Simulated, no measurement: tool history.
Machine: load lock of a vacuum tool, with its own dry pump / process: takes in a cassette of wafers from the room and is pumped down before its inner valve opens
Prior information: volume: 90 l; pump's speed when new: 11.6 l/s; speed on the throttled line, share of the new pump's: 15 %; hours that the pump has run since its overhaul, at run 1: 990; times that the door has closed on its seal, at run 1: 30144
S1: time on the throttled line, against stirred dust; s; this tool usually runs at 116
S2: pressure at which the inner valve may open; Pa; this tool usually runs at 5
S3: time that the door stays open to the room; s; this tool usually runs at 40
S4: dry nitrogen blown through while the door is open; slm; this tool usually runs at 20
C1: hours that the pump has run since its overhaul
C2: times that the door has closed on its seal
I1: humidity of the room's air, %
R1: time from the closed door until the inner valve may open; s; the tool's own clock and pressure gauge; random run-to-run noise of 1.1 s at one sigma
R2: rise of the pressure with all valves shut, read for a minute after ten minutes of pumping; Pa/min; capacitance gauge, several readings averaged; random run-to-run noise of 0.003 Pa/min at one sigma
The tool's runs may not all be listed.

run 1 hour=0 | S1=116 S2=5 S3=40 S4=20 | C1=990 C2=30144 | I1=41.5 | R1=177.9 R2=0.088
run 2 hour=400 | S1=116 S2=5 S3=40 S4=20 | C1=1390 C2=30629 | I1=47.4 | R1=177.5 R2=0.092
run 3 hour=926.4 | S1=116 S2=5 S3=40 S4=20 | C1=1917 C2=31268 | I1=44.1 | R1=178.3 R2=0.091
run 4 hour=1257.1 | S1=116 S2=5 S3=40 S4=20 | C1=2248 C2=31670 | I1=45.5 | R1=181.6 R2=0.092
run 5 hour=1815.7 | S1=116 S2=5 S3=40 S4=20 | C1=2806 C2=32348 | I1=46.2 | R1=180.5 R2=0.105
run 6 hour=2105.4 | S1=116 S2=5 S3=40 S4=20 | C1=3096 C2=32699 | I1=42.9 | R1=181.6 R2=0.099
run 7 hour=2769.8 | S1=116 S2=5 S3=40 S4=20 | C1=3760 C2=33506 | I1=42 | R1=182.4 R2=0.098
run 8 hour=3350.8 | S1=116 S2=5 S3=40 S4=20 | C1=4341 C2=34211 | I1=43.9 | R1=184.1 R2=0.101
run 9 hour=3667.5 | S1=116 S2=5 S3=40 S4=20 | C1=4658 C2=34596 | I1=44.5 | R1=184.3 R2=0.106
run 10 hour=4163.3 | S1=116 S2=5 S3=40 S4=20 | C1=5154 C2=35198 | I1=44.2 | R1=185.6 R2=0.105
run 11 hour=4833.3 | S1=116 S2=5 S3=40 S4=20 | C1=5824 C2=36011 | I1=40.6 | R1=187.1 R2=0.111
run 12 hour=5303.3 | S1=116 S2=5 S3=40 S4=20 | C1=6294 C2=36582 | I1=43.8 | R1=187.3 R2=0.116
run 13 hour=5908.7 | S1=116 S2=5 S3=40 S4=20 | C1=6899 C2=37317 | I1=48.3 | R1=188.4 R2=0.118
run 14 hour=6581.1 | S1=156 S2=5 S3=45 S4=12 | C1=7572 C2=38133 | I1=47.7 | R1=223.6 R2=0.12
run 15 hour=7261.8 | S1=139 S2=6 S3=40 S4=41 | C1=8252 C2=38959 | I1=44.7 | R1=210.7 R2=0.123
run 16 hour=7736.7 | S1=222 S2=8 S3=86 S4=21 | C1=8727 C2=39536 | I1=43.5 | R1=275.3 R2=0.128
run 17 hour=8049.2 | S1=175 S2=9 S3=40 S4=28 | C1=9040 C2=39915 | I1=45.8 | R1=236.9 R2=0.131
run 18 hour=8604.2 | S1=83 S2=5 S3=47 S4=20 | C1=9595 C2=40589 | I1=44.9 | R1=170.4 R2=0.134
-- hour=8847.4 dry pump taken out, an overhauled one fitted
run 19 hour=9120.9 | S1=83 S2=5 S3=47 S4=20 | C1=274 C2=41209 | I1=46.7 | R1=149.1 R2=0.13
run 20 hour=9723.9 | S1=83 S2=4 S3=47 S4=10 | C1=876 C2=41941 | I1=44.2 | R1=149.6 R2=0.14

Run 21 has not been measured yet. What should we expect?
run 21 hour=10215.4 | S1=113 S2=8 S3=37 S4=16 | C1=1368 C2=42538 | I1=45 | R1=? R2=?

R1: 172.3 s
R2: 0.135 Pa/min
Minus the tool's unlogged condition, the same run would have read R1 170.4 s, R2 0.005 Pa/min.

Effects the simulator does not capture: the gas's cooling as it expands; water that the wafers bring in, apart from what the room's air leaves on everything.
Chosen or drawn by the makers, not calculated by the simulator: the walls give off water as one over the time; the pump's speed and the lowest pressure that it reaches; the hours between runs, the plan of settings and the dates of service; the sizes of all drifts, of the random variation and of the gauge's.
